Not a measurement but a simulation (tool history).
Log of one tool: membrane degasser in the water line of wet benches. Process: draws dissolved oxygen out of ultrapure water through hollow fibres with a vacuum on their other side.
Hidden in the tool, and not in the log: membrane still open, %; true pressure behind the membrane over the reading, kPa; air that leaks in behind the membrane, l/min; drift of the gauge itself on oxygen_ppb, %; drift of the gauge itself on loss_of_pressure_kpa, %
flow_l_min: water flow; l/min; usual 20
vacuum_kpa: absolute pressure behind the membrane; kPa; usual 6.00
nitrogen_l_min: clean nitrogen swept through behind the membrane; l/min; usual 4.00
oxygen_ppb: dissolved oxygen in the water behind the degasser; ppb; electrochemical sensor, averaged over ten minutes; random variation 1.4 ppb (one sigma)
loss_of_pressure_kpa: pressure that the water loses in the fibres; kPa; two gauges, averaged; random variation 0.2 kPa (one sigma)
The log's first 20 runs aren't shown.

run,hour,flow_l_min,vacuum_kpa,nitrogen_l_min,hours since the membrane was changed,hours since the vacuum gauge was calibrated,hours since the vacuum lines were made tight,oxygen_ppb,loss_of_pressure_kpa
21,1159.3,29,10.12,4.62,3808,1903,575,329.2,65.85
22,1208.2,15,10.12,4.12,3857,1952,624,131.4,34.18
23,1244.7,31,10.26,4.14,3893,1989,661,375.6,70.00
24,1305.8,12,9.88,11.82,3954,2050,722,59.7,27.42
25,1339.2,13,5.95,11.82,3988,2083,755,60.1,29.53
26,1383.1,13,6.83,4.04,4032,2127,799,82.2,29.33
27,1435.2,20,10.37,4.00,4084,2179,851,209.4,45.35
28,1480.2,20,10.37,4.00,4129,2224,896,210.9,45.29
29,1532.6,20,10.37,4.00,4181,2277,949,211.1,45.38
30,1614.9,22,5.66,3.79,4263,2359,1031,179.5,50.26
31,1669.0,22,5.66,3.79,4317,2413,1085,180.6,50.14
32,1725.5,22,5.66,3.79,4374,2470,1141,180.6,50.16

Forecast each of these 3 alternatives for the next run:
A,1769.0,22,6.47,10.02,4417,2513,1185,?,?
B,1769.0,15,6.02,3.79,4417,2513,1185,?,?
C,1769.0,22,6.41,2.92,4417,2513,1185,?,?

run,oxygen_ppb,loss_of_pressure_kpa
A,165.7,49.90
B,100.2,34.02
C,205.7,49.75
Without the tool's hidden state the same runs would have given:
run,oxygen_ppb,loss_of_pressure_kpa
A,145.0,48.14
B,87.9,32.82
C,184.2,47.99
